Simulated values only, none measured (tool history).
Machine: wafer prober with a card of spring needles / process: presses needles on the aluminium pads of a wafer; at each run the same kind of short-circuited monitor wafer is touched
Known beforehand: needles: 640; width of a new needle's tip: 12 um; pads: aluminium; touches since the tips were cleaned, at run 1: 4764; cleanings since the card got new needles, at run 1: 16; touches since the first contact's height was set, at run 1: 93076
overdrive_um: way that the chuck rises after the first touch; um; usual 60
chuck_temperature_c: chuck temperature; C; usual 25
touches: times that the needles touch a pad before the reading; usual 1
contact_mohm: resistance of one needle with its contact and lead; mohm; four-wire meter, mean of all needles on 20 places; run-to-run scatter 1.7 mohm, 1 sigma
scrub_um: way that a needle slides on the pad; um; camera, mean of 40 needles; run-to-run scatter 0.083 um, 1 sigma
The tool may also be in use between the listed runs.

run   hour  overdrive_um  chuck_temperature_c  touches  touches since the tips were cleaned  cleanings since the card got new needles  touches since the first contact's height was set  contact_mohm  scrub_um
  1    0.0            60                   25        1                                 4764                                        16                                             93076           178     14.73
       1.8  -- tips cleaned on abrasive film
  2    9.9            60                   43        1                                 4027                                        17                                             97923           182     14.66
      11.6  -- tips cleaned on abrasive film
      21.5  -- tips cleaned on abrasive film
  3   26.6            68                   25        1                                 2534                                        19                                            106089           174     16.75
      32.0  -- tips cleaned on abrasive film
  4   36.0            68                   25        1                                 1955                                        20                                            110645           169     16.63
      41.9  -- tips cleaned on abrasive film
  5   47.9            68                   25        1                                 2972                                        21                                            116502           173     16.72
      52.8  -- tips cleaned on abrasive film
      62.6  -- tips cleaned on abrasive film
  6   62.7            60                   25        1                                   15                                        23                                            123686           167     14.58
      73.0  -- tips cleaned on abrasive film
  7   78.6            60                   25        1                                 2786                                        24                                            131513           174     14.67
      83.4  -- tips cleaned on abrasive film
      93.6  -- tips cleaned on abrasive film
  8   93.6            60                   25        1                                    0                                        26                                            138811           172     14.37
     105.1  -- tips cleaned on abrasive film
  9  111.2            60                   25        1                                 3017                                        27                                            147478           178     14.28
     115.0  -- tips cleaned on abrasive film
 10  120.4            60                   25        1                                 2672                                        28                                            151988           177     14.38
     124.8  -- tips cleaned on abrasive film
     135.5  -- tips cleaned on abrasive film
 11  137.5            60                   25        1                                  943                                        30                                            160297           171     14.20
     145.7  -- tips cleaned on abrasive film
 12  146.9            60                   25        1                                  603                                        31                                            164916           172     14.46
     155.5  -- tips cleaned on abrasive film
 13  157.1            60                   33        1                                  787                                        32                                            169911           171     14.41
     165.4  -- tips cleaned on abrasive film
 14  173.4            60                   33        1                                 3943                                        33                                            177924           182     14.26
     176.3  -- tips cleaned on abrasive film
 15  183.5            60                   33        1                                 3521                                        34                                            182831           181     14.25
     186.8  -- tips cleaned on abrasive film
     197.8  -- tips cleaned on abrasive film
 16  197.9            62                   83        1                                   25                                        36                                            189859           179     14.69
     207.8  -- tips cleaned on abrasive film
 17  211.5            62                   83        1                                 1810                                        37                                            196541           186     14.67
     218.3  -- tips cleaned on abrasive film
 18  225.5            62                   83        1                                 3589                                        38                                            203413           190     14.90
     228.0  -- tips cleaned on abrasive film
 19  233.8            62                   83        1                                 2843                                        39                                            207457           186     14.72
     239.1  -- tips cleaned on abrasive film
 20  248.1            62                   83        1                                 4427                                        40                                            214475           191     14.74
     249.3  -- tips cleaned on abrasive film
     259.4  -- tips cleaned on abrasive film
 21  261.4            62                   28        1                                  971                                        42                                            220935           174     14.69

Predict the results of run 22:
     269.2  -- tips cleaned on abrasive film
 22  272.3            40                   28        2                                 1501                                        43                                            226275             ?         ?

{"run 22": {"contact_mohm": 180, "scrub_um": 9.08}}
The same run, on a tool lacking any hidden state, would have yielded contact_mohm 170 mohm, scrub_um 10.10 um.
